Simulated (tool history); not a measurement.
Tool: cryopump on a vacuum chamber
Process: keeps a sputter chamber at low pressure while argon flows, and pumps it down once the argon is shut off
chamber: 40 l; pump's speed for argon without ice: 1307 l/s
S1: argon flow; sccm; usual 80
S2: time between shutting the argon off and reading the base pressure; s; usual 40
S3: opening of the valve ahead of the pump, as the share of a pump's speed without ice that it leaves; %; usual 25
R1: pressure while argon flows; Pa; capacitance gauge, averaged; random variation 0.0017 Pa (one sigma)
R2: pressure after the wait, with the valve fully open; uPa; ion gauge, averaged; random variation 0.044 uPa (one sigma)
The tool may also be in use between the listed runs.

{"run": 1, "hour": 0.0, "S1": 80, "S2": 40, "S3": 25, "R1": 0.4197, "R2": 3.56}
{"run": 2, "hour": 7.1, "S1": 80, "S2": 40, "S3": 25, "R1": 0.4224, "R2": 3.61}
{"run": 3, "hour": 14.5, "S1": 80, "S2": 40, "S3": 25, "R1": 0.4204, "R2": 3.66}
{"run": 4, "hour": 27.2, "S1": 80, "S2": 40, "S3": 25, "R1": 0.4215, "R2": 3.62}
{"run": 5, "hour": 38.3, "S1": 80, "S2": 40, "S3": 25, "R1": 0.4205, "R2": 3.62}
{"run": 6, "hour": 47.3, "S1": 80, "S2": 40, "S3": 25, "R1": 0.4197, "R2": 3.65}
{"run": 7, "hour": 61.0, "S1": 80, "S2": 40, "S3": 25, "R1": 0.4227, "R2": 3.65}
{"run": 8, "hour": 68.3, "S1": 80, "S2": 40, "S3": 25, "R1": 0.423, "R2": 3.74}
{"run": 9, "hour": 77.8, "S1": 80, "S2": 40, "S3": 25, "R1": 0.4213, "R2": 3.66}
{"run": 10, "hour": 91.7, "S1": 80, "S2": 40, "S3": 25, "R1": 0.4246, "R2": 3.69}
{"run": 11, "hour": 100.3, "S1": 80, "S2": 40, "S3": 25, "R1": 0.4252, "R2": 3.66}
{"run": 12, "hour": 114.4, "S1": 80, "S2": 40, "S3": 25, "R1": 0.4222, "R2": 3.73}
{"run": 13, "hour": 126.8, "S1": 80, "S2": 40, "S3": 25, "R1": 0.4271, "R2": 3.75}
{"run": 14, "hour": 137.7, "S1": 80, "S2": 124, "S3": 25, "R1": 0.4281, "R2": 2.1}
{"run": 15, "hour": 147.7, "S1": 80, "S2": 124, "S3": 25, "R1": 0.4242, "R2": 2.08}
{"run": 16, "hour": 155.5, "S1": 80, "S2": 29, "S3": 25, "R1": 0.4234, "R2": 4.69}
{"run": 17, "hour": 163.2, "S1": 80, "S2": 29, "S3": 25, "R1": 0.4221, "R2": 4.73}
{"run": 18, "hour": 173.4, "S1": 80, "S2": 37, "S3": 20, "R1": 0.5316, "R2": 3.83}
{"run": 19, "hour": 187.4, "S1": 54, "S2": 51, "S3": 25, "R1": 0.2873, "R2": 3.22}

The next listed run, before its measurement:
{"run": 20, "hour": 194.1, "S1": 54, "S2": 51, "S3": 25, "R1": "?", "R2": "?"}

Run 20 gave R1 0.2887 Pa, R2 3.28 uPa.
Without the tool's hidden state the same run would have given R1 0.2804 Pa, R2 2.14 uPa.

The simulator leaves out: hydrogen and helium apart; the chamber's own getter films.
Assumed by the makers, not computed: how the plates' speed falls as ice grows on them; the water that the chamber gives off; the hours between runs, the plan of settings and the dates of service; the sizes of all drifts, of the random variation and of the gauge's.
